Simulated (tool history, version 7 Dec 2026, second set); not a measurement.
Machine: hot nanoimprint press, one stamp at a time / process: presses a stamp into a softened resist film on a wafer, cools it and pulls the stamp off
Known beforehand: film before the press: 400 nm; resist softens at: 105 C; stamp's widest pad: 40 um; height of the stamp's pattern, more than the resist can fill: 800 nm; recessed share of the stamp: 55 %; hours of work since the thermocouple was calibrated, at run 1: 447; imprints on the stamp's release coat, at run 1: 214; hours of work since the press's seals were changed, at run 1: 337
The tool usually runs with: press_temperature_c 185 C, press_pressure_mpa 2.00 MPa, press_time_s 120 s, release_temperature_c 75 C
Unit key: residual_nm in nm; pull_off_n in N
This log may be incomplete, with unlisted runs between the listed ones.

run,hour,press_temperature_c,press_pressure_mpa,press_time_s,release_temperature_c,hours of work since the thermocouple was calibrated,imprints on the stamp's release coat,hours of work since the press's seals were changed,residual_nm,pull_off_n
1,0.0,185,2.00,120,75,447,214,337,212.5,110
2,12.9,185,2.00,120,75,456,286,346,212.2,111
3,27.4,195,2.00,120,75,467,367,357,156.7,111
4,44.1,195,2.00,89,75,479,462,369,175.8,120
5,51.7,195,2.00,89,75,485,504,374,174.4,122
6,68.4,185,2.00,120,75,497,598,387,212.5,128
# hour 74.1: plate thermocouple calibrated
# hour 88.9: stamp cleaned and given a new release coat
7,89.9,185,2.00,120,75,7,5,396,203.1,98
8,102.6,185,2.00,120,75,16,77,405,203.9,100
9,116.9,185,2.00,120,80,27,157,415,205.8,94
10,128.7,185,2.00,120,75,35,223,424,203.2,102
11,145.5,185,2.00,120,75,48,317,436,204.3,111
12,163.5,185,2.00,72,75,61,418,449,243.6,112
13,181.6,185,2.00,130,75,74,520,463,200.7,116
14,196.3,185,2.00,130,75,85,603,473,198.2,119
15,204.3,185,2.00,130,75,91,648,479,201.0,118
# hour 212.8: stamp cleaned and given a new release coat
16,226.3,185,1.22,156,75,102,76,491,226.3,102
17,236.3,193,1.52,156,72,110,132,498,162.3,110
18,246.6,193,2.17,210,72,117,190,506,121.7,110
19,264.0,193,2.17,210,72,130,288,518,121.9,117
20,276.0,186,2.17,178,72,139,355,527,167.2,114
21,293.1,185,2.00,78,66,151,451,540,240.4,137
22,305.3,185,1.81,133,75,160,520,548,207.2,113
23,315.8,174,2.81,133,63,168,579,556,249.1,141
# hour 337.1: stamp cleaned and given a new release coat
24,337.1,189,1.84,82,78,179,0,567,216.3,96
25,353.3,194,3.13,120,75,191,91,579,127.4,99
26,371.7,194,3.13,120,75,204,194,593,128.3,105
27,386.7,187,2.29,120,75,215,279,603,184.9,109
# hour 399.7: press's hydraulic seals changed and the load cell set to zero
28,413.5,177,2.07,170,75,229,384,10,234.9,113
29,422.3,185,1.95,120,73,235,434,16,209.4,116

3 options for the next run, each taken on its own from the tool as it stands now. Forecast them:
A,433.5,185,2.00,120,75,243,496,25,?,?
B,433.5,185,2.57,120,73,243,496,25,?,?
C,433.5,185,2.30,158,75,243,496,25,?,?

run,residual_nm,pull_off_n
A,207.5,118
B,188.7,121
C,178.1,119
With the hidden condition removed and each run's random variation left untouched, the same runs would have given:
run,residual_nm,pull_off_n
A,202.2,98
B,183.6,101
C,173.1,99
